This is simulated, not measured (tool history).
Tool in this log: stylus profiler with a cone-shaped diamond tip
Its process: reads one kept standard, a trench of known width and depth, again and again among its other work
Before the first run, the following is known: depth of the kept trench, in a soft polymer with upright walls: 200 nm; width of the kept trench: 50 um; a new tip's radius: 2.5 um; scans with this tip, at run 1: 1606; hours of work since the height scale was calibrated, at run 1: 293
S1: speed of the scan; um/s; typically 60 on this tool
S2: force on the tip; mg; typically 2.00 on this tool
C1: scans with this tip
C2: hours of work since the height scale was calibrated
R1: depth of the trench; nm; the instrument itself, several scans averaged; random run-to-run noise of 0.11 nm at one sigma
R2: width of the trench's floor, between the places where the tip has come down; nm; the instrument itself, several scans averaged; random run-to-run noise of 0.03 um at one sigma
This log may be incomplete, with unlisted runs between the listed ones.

Run 1, hour 0.0: usual settings; C1 1606; C2 293. Result: R1 201.31 nm, R2 47780 nm.
Run 2, hour 17.3: usual settings; C1 1676; C2 306. Result: R1 201.33 nm, R2 47810 nm.
Run 3, hour 28.2: usual settings; C1 1721; C2 314. Result: R1 201.35 nm, R2 47850 nm.
Run 4, hour 45.6: usual settings; C1 1791; C2 327. Result: R1 201.27 nm, R2 47840 nm.
Run 5, hour 65.9: usual settings but S2 5.21 mg; C1 1874; C2 342. Result: R1 202.59 nm, R2 47940 nm.
Run 6, hour 75.6: usual settings; C1 1913; C2 349. Result: R1 201.26 nm, R2 47790 nm.
Run 7, hour 86.5: usual settings; C1 1957; C2 358. Result: R1 201.42 nm, R2 47850 nm.
Run 8, hour 98.8: usual settings; C1 2007; C2 367. Result: R1 201.21 nm, R2 47850 nm.
Run 9, hour 109.4: usual settings; C1 2050; C2 375. Result: R1 201.23 nm, R2 47880 nm.
Run 10, hour 126.9: usual settings; C1 2121; C2 388. Result: R1 201.26 nm, R2 47840 nm.
Run 11, hour 138.2: usual settings; C1 2167; C2 396. Result: R1 201.22 nm, R2 47850 nm.
Run 12, hour 147.7: usual settings; C1 2206; C2 403. Result: R1 201.29 nm, R2 47800 nm.
Run 13, hour 161.4: usual settings; C1 2261; C2 413. Result: R1 201.35 nm, R2 47850 nm.
Run 14, hour 172.4: usual settings; C1 2306; C2 421. Result: R1 201.31 nm, R2 47870 nm.
Run 15, hour 186.6: usual settings; C1 2364; C2 432. Result: R1 201.23 nm, R2 47840 nm.
Run 16, hour 206.4: usual settings; C1 2444; C2 447. Result: R1 201.33 nm, R2 47770 nm.
Run 17, hour 218.5: usual settings but S1 109 um/s, S2 4.05 mg; C1 2493; C2 456. Result: R1 202.10 nm, R2 47770 nm.
Run 18, hour 237.3: usual settings but S1 175 um/s, S2 2.62 mg; C1 2570; C2 470. Result: R1 201.53 nm, R2 47510 nm.
Run 19, hour 258.5: usual settings but S1 37 um/s, S2 0.93 mg; C1 2656; C2 485. Result: R1 200.94 nm, R2 47830 nm.
Run 20, hour 269.6: usual settings but S1 37 um/s, S2 0.93 mg; C1 2701; C2 493. Result: R1 200.78 nm, R2 47880 nm.
Run 21, hour 280.2: usual settings but S2 2.08 mg; C1 2744; C2 501. Result: R1 201.62 nm, R2 47860 nm.
Run 22, hour 291.5: usual settings but S1 38 um/s, S2 3.35 mg; C1 2790; C2 510. Result: R1 201.77 nm, R2 47880 nm.
Run 23, hour 308.3: usual settings but S2 5.77 mg; C1 2858; C2 522. Result: R1 202.62 nm, R2 47840 nm.
Run 24, hour 324.9: usual settings but S1 164 um/s, S2 2.57 mg; C1 2926; C2 534. Result: R1 201.62 nm, R2 47560 nm.
Run 25, hour 344.0: usual settings but S1 213 um/s; C1 3003; C2 549. Result: R1 201.26 nm, R2 47340 nm.
Run 26, hour 359.1: usual settings but S1 94 um/s, S2 3.28 mg; C1 3065; C2 560. Result: R1 201.96 nm, R2 47780 nm.
Run 27, hour 377.0: usual settings but S1 94 um/s, S2 3.28 mg; C1 3137; C2 573. Result: R1 201.70 nm, R2 47810 nm.
Run 28, hour 390.5: usual settings but S1 94 um/s, S2 3.28 mg; C1 3192; C2 583. Result: R1 201.95 nm, R2 47810 nm.
Run 29, hour 407.1: usual settings but S1 147 um/s, S2 0.79 mg; C1 3259; C2 595. Result: R1 200.94 nm, R2 47270 nm.

For run 30, what comes out?
Run 30, hour 423.8: usual settings but S1 147 um/s, S2 0.79 mg; C1 3327; C2 608. Result: R1 ?, R2 ?.

R1: 200.56 nm
R2: 47270 nm
Take away the tool's hidden state, keep the run-to-run variation as it was, and the same run would have given R1 200.55 nm, R2 47270 nm.
